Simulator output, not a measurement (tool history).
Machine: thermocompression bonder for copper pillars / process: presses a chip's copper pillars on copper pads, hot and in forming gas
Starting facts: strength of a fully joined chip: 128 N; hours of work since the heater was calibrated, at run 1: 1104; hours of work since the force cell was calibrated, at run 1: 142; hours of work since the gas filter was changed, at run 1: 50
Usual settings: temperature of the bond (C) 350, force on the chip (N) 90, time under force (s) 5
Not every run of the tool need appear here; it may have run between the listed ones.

| run | hour | temperature of the bond (C) | force on the chip (N) | time under force (s) | hours of work since the heater was calibrated | hours of work since the force cell was calibrated | hours of work since the gas filter was changed | force that shears a chip off (N) |
|---|---|---|---|---|---|---|---|---|
| 1 | 0 | 350 | 90 | 5 | 1104 | 142 | 50 | 71.1 |
| 2 | 41.5 | 326 | 90 | 5 | 1129 | 166 | 74 | 53.6 |
| 3 | 73.6 | 350 | 90 | 5 | 1147 | 185 | 93 | 71.4 |
| 4 | 116.9 | 350 | 123 | 5 | 1173 | 210 | 119 | 84.1 |
|  | 138.6 | forming gas filter changed |
| 5 | 151.5 | 350 | 90 | 5 | 1193 | 230 | 8 | 71.8 |
| 6 | 193.1 | 350 | 90 | 5 | 1217 | 255 | 32 | 71.1 |
| 7 | 229.3 | 350 | 90 | 5 | 1239 | 276 | 53 | 71.5 |
| 8 | 277.9 | 350 | 90 | 5 | 1267 | 304 | 82 | 72.2 |
| 9 | 324.6 | 350 | 90 | 5 | 1294 | 332 | 109 | 72.7 |
|  | 363.3 | forming gas filter changed |
| 10 | 371.8 | 350 | 90 | 5 | 1322 | 359 | 5 | 72.6 |
| 11 | 395.4 | 350 | 90 | 5 | 1336 | 373 | 19 | 72.5 |
| 12 | 421 | 350 | 90 | 3 | 1351 | 388 | 34 | 59.7 |
| 13 | 444.6 | 350 | 90 | 5 | 1365 | 402 | 48 | 72.4 |
| 14 | 475.5 | 350 | 90 | 5 | 1383 | 420 | 66 | 71.8 |
| 15 | 496.2 | 350 | 90 | 5 | 1395 | 432 | 78 | 71.5 |
| 16 | 540.7 | 350 | 90 | 3 | 1421 | 458 | 104 | 60.6 |
|  | 588 | forming gas filter changed |
| 17 | 588.5 | 350 | 90 | 3 | 1449 | 486 | 0 | 60.4 |
| 18 | 633.5 | 350 | 90 | 5 | 1475 | 513 | 27 | 71.6 |
| 19 | 658.7 | 350 | 90 | 5 | 1490 | 527 | 42 | 71.8 |
| 20 | 683.4 | 350 | 55 | 5 | 1504 | 542 | 56 | 53.4 |

Run 21, settings as shown, results not yet in. Your forecast:
| 21 | 729 | 339 | 63 | 5 | 1531 | 569 | 83 | ? |

force that shears a chip off (N): 51.5
Had the tool carried no hidden state, the very same run would have given force that shears a chip off (N) 51.8.

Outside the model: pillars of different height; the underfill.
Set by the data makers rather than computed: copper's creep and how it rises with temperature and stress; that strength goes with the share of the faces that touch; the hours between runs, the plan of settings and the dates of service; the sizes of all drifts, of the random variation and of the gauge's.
